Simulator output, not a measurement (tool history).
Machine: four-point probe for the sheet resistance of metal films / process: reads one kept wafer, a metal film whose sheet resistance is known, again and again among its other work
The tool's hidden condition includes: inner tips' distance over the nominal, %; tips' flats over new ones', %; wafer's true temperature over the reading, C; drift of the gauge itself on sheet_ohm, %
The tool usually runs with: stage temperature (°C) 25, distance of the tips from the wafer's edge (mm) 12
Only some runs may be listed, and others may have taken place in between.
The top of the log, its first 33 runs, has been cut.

run,hour,stage temperature (°C),distance of the tips from the wafer's edge (mm),touches since the probe head was changed,hours of work since the stage's thermometer was calibrated,sheet resistance as the instrument gives it (ohm/square)
# hour 1698.9: new probe head fitted
34,1714.3,23,34,686,42,25.021789
35,1764.4,33,38,2921,70,25.268165
36,1832.3,33,8,5947,107,25.598939
37,1865.4,33,8,7424,126,25.604917
38,1906.6,21,20,9263,148,25.027974
39,1943.8,30,6,10921,169,25.797887
40,2008.6,30,6,13808,205,25.804746
41,2059,30,6,16058,233,25.803897
42,2113.9,30,6,18503,263,25.803867
43,2177.2,21,6,21325,298,25.581011
44,2208.5,24,3,22724,315,27.254135
45,2269.6,24,3,25449,349,27.261532
46,2328.6,24,3,28077,382,27.269246

Branching from run 46: 3 alternative next runs. What would each branch give?
A,2380.3,20,9,30382,410,?
B,2380.3,20,6,30382,410,?
C,2380.3,25,18,30382,410,?

run,sheet resistance as the instrument gives it (ohm/square)
A,25.250229
B,25.564799
C,25.187362
Without the tool's unlogged condition, the same runs would have read:
run,sheet resistance as the instrument gives it (ohm/square)
A,25.233627
B,25.548001
C,25.170896
